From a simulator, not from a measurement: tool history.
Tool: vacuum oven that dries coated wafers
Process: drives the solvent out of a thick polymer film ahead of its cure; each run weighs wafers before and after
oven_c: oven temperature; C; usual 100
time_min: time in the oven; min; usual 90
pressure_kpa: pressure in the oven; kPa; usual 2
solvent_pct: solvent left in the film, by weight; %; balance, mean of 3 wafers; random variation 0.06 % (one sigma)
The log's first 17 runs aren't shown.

| run | day | oven_c | time_min | pressure_kpa | solvent_pct |
|---|---|---|---|---|---|
|  | 45.921 | oven's thermocouples calibrated |
| 18 | 47.308 | 100 | 90 | 2.94 | 4.84 |
| 19 | 49.242 | 100 | 90 | 2.94 | 4.78 |
| 20 | 51.138 | 90 | 67 | 2 | 7.35 |
| 21 | 54.733 | 90 | 67 | 1.39 | 6.28 |
| 22 | 58.025 | 90 | 67 | 1.39 | 6.34 |
| 23 | 59.962 | 98 | 90 | 4.15 | 7.18 |
| 24 | 61.708 | 98 | 90 | 4.15 | 7.08 |
| 25 | 63.771 | 99 | 138 | 5.26 | 7.89 |
| 26 | 66.033 | 99 | 74 | 6.02 | 9.7 |
| 27 | 69.317 | 99 | 74 | 6.02 | 9.84 |
| 28 | 71.925 | 107 | 98 | 5.53 | 6.59 |
| 29 | 73.538 | 96 | 79 | 1.56 | 4.4 |
| 30 | 76.721 | 107 | 90 | 2.32 | 3.04 |
| 31 | 78.904 | 90 | 90 | 2.88 | 7.96 |
| 32 | 82.058 | 109 | 90 | 2.26 | 2.78 |
| 33 | 85.079 | 109 | 90 | 2.26 | 2.85 |
| 34 | 87.058 | 109 | 90 | 2.26 | 2.72 |
| 35 | 89.917 | 109 | 90 | 2.26 | 2.73 |
| 36 | 93.308 | 103 | 92 | 3.14 | 4.78 |
| 37 | 94.912 | 103 | 92 | 3.14 | 4.78 |

5 ways to go on from here, each from the tool as it stands after run 37. What would each give?
| A | 96.762 | 105 | 90 | 4.63 | ? |
| B | 96.762 | 100 | 90 | 1.34 | ? |
| C | 96.762 | 113 | 49 | 3.14 | ? |
| D | 96.762 | 109 | 92 | 3.14 | ? |
| E | 96.762 | 102 | 54 | 3.89 | ? |

| run | solvent_pct |
|---|---|
| A | 6.18 |
| B | 3.11 |
| C | 3.77 |
| D | 3.8 |
| E | 7.08 |
Without the tool's hidden state the same runs would have given:
| run | solvent_pct |
|---|---|
| A | 5.59 |
| B | 2.51 |
| C | 3.32 |
| D | 3.33 |
| E | 6.41 |
